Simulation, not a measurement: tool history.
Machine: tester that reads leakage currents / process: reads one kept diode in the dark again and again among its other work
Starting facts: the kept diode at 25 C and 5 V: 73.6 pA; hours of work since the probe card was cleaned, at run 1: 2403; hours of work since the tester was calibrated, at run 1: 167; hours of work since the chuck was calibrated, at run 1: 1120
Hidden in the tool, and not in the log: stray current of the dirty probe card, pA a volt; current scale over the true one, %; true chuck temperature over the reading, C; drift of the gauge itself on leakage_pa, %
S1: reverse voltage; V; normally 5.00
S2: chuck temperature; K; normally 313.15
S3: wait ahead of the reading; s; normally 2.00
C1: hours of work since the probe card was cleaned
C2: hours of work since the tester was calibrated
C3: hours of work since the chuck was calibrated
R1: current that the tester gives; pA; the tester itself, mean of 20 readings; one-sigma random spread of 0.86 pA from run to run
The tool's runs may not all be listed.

| run | hour | S1 | S2 | S3 | C1 | C2 | C3 | R1 |
|---|---|---|---|---|---|---|---|---|
| 1 | 0.0 | 5.00 | 313.15 | 2.00 | 2403 | 167 | 1120 | 324.38 |
| 2 | 28.7 | 5.00 | 313.15 | 2.00 | 2425 | 189 | 1142 | 327.61 |
| 3 | 50.1 | 7.32 | 313.15 | 2.00 | 2442 | 206 | 1158 | 395.32 |
| 4 | 95.6 | 7.32 | 313.15 | 2.00 | 2477 | 241 | 1194 | 394.84 |
| 5 | 143.5 | 7.32 | 313.15 | 2.00 | 2514 | 278 | 1231 | 396.45 |
| 6 | 175.5 | 7.32 | 313.15 | 2.00 | 2539 | 303 | 1255 | 399.15 |
| 7 | 200.0 | 7.32 | 313.15 | 2.00 | 2558 | 322 | 1274 | 398.51 |
| 8 | 240.4 | 7.32 | 313.15 | 2.00 | 2589 | 353 | 1306 | 401.63 |
| 9 | 284.7 | 5.00 | 313.15 | 2.00 | 2623 | 387 | 1340 | 333.38 |
| 10 | 316.8 | 5.00 | 313.15 | 5.67 | 2648 | 412 | 1365 | 332.54 |
| 11 | 356.8 | 5.00 | 313.15 | 2.00 | 2679 | 443 | 1396 | 335.01 |
| 12 | 404.1 | 5.00 | 313.15 | 2.00 | 2716 | 480 | 1432 | 335.33 |
| 13 | 427.6 | 5.00 | 313.15 | 2.00 | 2734 | 498 | 1451 | 334.89 |
| 14 | 473.0 | 4.19 | 313.15 | 2.00 | 2769 | 533 | 1486 | 307.72 |
| 15 | 501.9 | 4.19 | 313.15 | 2.00 | 2792 | 555 | 1508 | 310.50 |
| 16 | 531.9 | 4.19 | 313.15 | 2.00 | 2815 | 579 | 1531 | 310.76 |
| 17 | 555.4 | 4.19 | 313.15 | 2.00 | 2833 | 597 | 1549 | 312.36 |
| 18 | 594.5 | 4.19 | 313.15 | 0.87 | 2863 | 627 | 1580 | 311.22 |
|  | 600.7 | chuck's temperature calibrated |
| 19 | 631.7 | 4.19 | 313.15 | 0.87 | 2890 | 654 | 24 | 332.89 |
| 20 | 665.3 | 4.19 | 313.15 | 0.87 | 2916 | 680 | 50 | 335.28 |
|  | 685.3 | probe card cleaned and baked |
|  | 700.0 | chuck's temperature calibrated, once more |
| 21 | 707.4 | 3.59 | 305.15 | 1.55 | 16 | 709 | 6 | 118.45 |
| 22 | 751.3 | 2.10 | 305.15 | 1.45 | 50 | 743 | 40 | 91.77 |
| 23 | 791.0 | 2.10 | 305.15 | 1.45 | 80 | 774 | 70 | 91.83 |
| 24 | 818.3 | 2.10 | 305.15 | 1.45 | 101 | 795 | 92 | 92.42 |
| 25 | 865.1 | 2.10 | 305.15 | 1.45 | 138 | 831 | 128 | 92.65 |
| 26 | 887.4 | 2.10 | 313.15 | 1.45 | 155 | 848 | 145 | 186.63 |
| 27 | 920.3 | 1.02 | 311.15 | 0.42 | 180 | 874 | 170 | 112.30 |
| 28 | 946.9 | 2.68 | 316.15 | 1.09 | 201 | 895 | 191 | 273.76 |
| 29 | 996.1 | 2.68 | 316.15 | 1.09 | 239 | 933 | 229 | 274.14 |
| 30 | 1020.4 | 3.43 | 326.15 | 7.69 | 258 | 951 | 248 | 700.07 |
| 31 | 1058.3 | 13.06 | 310.15 | 0.33 | 287 | 981 | 277 | 364.60 |
| 32 | 1086.6 | 13.06 | 302.15 | 0.33 | 309 | 1003 | 299 | 183.59 |
| 33 | 1115.3 | 13.06 | 316.15 | 0.35 | 331 | 1025 | 321 | 604.31 |
| 34 | 1147.9 | 13.06 | 316.15 | 0.35 | 356 | 1050 | 347 | 607.46 |
| 35 | 1175.5 | 11.47 | 302.15 | 0.35 | 378 | 1071 | 368 | 172.99 |
| 36 | 1212.0 | 5.00 | 312.15 | 3.12 | 406 | 1100 | 396 | 269.31 |
| 37 | 1246.4 | 1.47 | 309.15 | 2.16 | 433 | 1126 | 423 | 114.50 |
| 38 | 1285.7 | 2.78 | 322.15 | 3.83 | 463 | 1157 | 453 | 469.92 |
| 39 | 1318.6 | 2.78 | 322.15 | 3.83 | 489 | 1182 | 479 | 471.34 |

What if the next run were any one of these 5? Each begins from the tool's condition after run 39:
| A | 1344.0 | 2.78 | 306.15 | 8.40 | 508 | 1202 | 498 | ? |
| B | 1344.0 | 2.13 | 308.15 | 2.00 | 508 | 1202 | 498 | ? |
| C | 1344.0 | 1.13 | 315.15 | 2.30 | 508 | 1202 | 498 | ? |
| D | 1344.0 | 3.93 | 322.15 | 3.83 | 508 | 1202 | 498 | ? |
| E | 1344.0 | 1.71 | 301.15 | 0.38 | 508 | 1202 | 498 | ? |

| run | R1 |
|---|---|
| A | 120.65 |
| B | 126.67 |
| C | 169.86 |
| D | 557.67 |
| E | 61.46 |
With the hidden condition removed and each run's random variation left untouched, the same runs would have given:
| run | R1 |
|---|---|
| A | 116.09 |
| B | 122.22 |
| C | 164.75 |
| D | 541.58 |
| E | 58.99 |
